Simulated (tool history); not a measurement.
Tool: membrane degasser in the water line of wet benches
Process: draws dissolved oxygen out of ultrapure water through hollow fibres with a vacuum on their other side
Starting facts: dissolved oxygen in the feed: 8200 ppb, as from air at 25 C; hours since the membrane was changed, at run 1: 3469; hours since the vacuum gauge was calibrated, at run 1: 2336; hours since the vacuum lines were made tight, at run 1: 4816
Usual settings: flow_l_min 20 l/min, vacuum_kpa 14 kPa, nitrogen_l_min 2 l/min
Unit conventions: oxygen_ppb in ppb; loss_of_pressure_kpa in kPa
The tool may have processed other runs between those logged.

run	hour	flow_l_min	vacuum_kpa	nitrogen_l_min	hours since the membrane was changed	hours since the vacuum gauge was calibrated	hours since the vacuum lines were made tight	oxygen_ppb	loss_of_pressure_kpa
1	0	20	14	2	3469	2336	4816	293.4	31.5
2	51.8	20	14	2	3521	2387	4868	294	31.36
3	108.3	20	14	2	3577	2444	4924	297	31.71
4	174.2	20	14	5.94	3643	2510	4990	136.4	31.79
5	227.1	20	14	5.94	3696	2563	5043	135.5	31.48
6	285.1	20	14	5.94	3754	2621	5101	141.3	31.37
7	338.8	20	21.1	2	3808	2674	5155	454.7	31.42
8	396.5	20	14	2	3865	2732	5213	298	31.68
9	471.1	20	14	2	3940	2807	5287	296	31.5
10	537.9	20	14	2	4007	2873	5354	293.4	31.61
11	577.6	19	14	2	4047	2913	5394	274.8	29.74
12	644.9	19	14	2	4114	2980	5461	274.7	29.93
13	715.4	20	14	2	4184	3051	5532	293.7	31.29
# hour 723.5: vacuum gauge calibrated
14	774.4	20	14	1	4243	51	5590	496.3	31.63
15	856.8	22	14	1	4325	133	5672	561	34.54
16	936.2	22	14	1	4405	213	5752	562.5	34.29
17	1007.5	20	32.1	1.23	4476	284	5823	999.1	31.41
18	1066.6	14	14	0.98	4535	343	5882	344.1	22.03

For run 19, what comes out?
19	1112.4	14	14	0.98	4581	389	5928	?	?

oxygen_ppb: 355.5 ppb
loss_of_pressure_kpa: 21.91 kPa
Were there no unlogged condition in the tool, this run, its random variation unchanged, would have produced oxygen_ppb 355.4 ppb, loss_of_pressure_kpa 21.9 kPa.
